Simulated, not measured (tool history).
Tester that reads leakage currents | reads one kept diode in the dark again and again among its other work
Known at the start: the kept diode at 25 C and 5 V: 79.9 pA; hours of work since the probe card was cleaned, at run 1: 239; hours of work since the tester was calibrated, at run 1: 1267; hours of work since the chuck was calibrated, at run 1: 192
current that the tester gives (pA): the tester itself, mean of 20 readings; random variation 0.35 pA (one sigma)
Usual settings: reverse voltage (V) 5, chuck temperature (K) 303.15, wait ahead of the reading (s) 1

run	day	reverse voltage (V)	chuck temperature (K)	wait ahead of the reading (s)	hours of work since the probe card was cleaned	hours of work since the tester was calibrated	hours of work since the chuck was calibrated	current that the tester gives (pA)
1	0	5	303.15	1	239	1267	192	112.33
2	1.146	5	294.15	1	259	1286	211	58.51
3	2.338	5	294.15	1	279	1306	231	58.4
4	4.042	5	294.15	1	307	1335	259	58.24
5	6.046	5	326.15	1	341	1368	293	505.77
6	7.4	5	326.15	1	363	1391	316	505.44
7	8.696	5	326.15	1	385	1413	337	500.44
8	9.975	5	326.15	1	407	1434	359	499.5
9	11.088	5	303.15	1	425	1453	377	109.78
10	12.321	5	327.15	1	446	1473	398	525.91
11	14.125	5	327.15	1	476	1503	428	526.03
12	16.129	5	303.15	1	510	1537	462	108.01
13	18.142	5	303.15	1	543	1571	496	107.72
# day 18.308: tester calibrated
14	19.517	5	303.15	1	565	20	517	108.25
15	21.183	1.7	328.15	1.15	593	48	545	359.13
16	22.221	1.7	328.15	1.15	610	66	563	355.78
# day 22.904: chuck's temperature calibrated
17	23.325	3.23	309.15	1	627	83	7	152.32
18	24.8	5	325.15	1	652	107	32	508.72
# day 25.675: tester calibrated, once more
19	25.738	17.18	299.15	5.14	666	1	46	150.86
20	27.508	1.15	303.15	0.64	696	31	76	64.2
21	29.308	1.15	308.15	3.15	726	61	106	89.75
22	30.542	1.15	308.15	3.15	747	82	127	90.13
23	32.196	11.29	295.15	2.75	775	109	154	94.01
24	33.675	5	302.15	4.81	799	134	179	107.59
25	35.475	5	293.15	4.42	830	164	209	56.7

Forecast each of these 4 alternatives for the next run:
A	37.283	12.92	309.15	0.53	860	195	240	?
B	37.283	3.1	308.15	1	860	195	240	?
C	37.283	1.96	305.15	3.32	860	195	240	?
D	37.283	5	320.15	8.72	860	195	240	?

run	current that the tester gives (pA)
A	262.27
B	133.4
C	89.66
D	355.56
Without the tool's hidden state the same runs would have given:
run	current that the tester gives (pA)
A	261.48
B	135.29
C	91.07
D	361.88
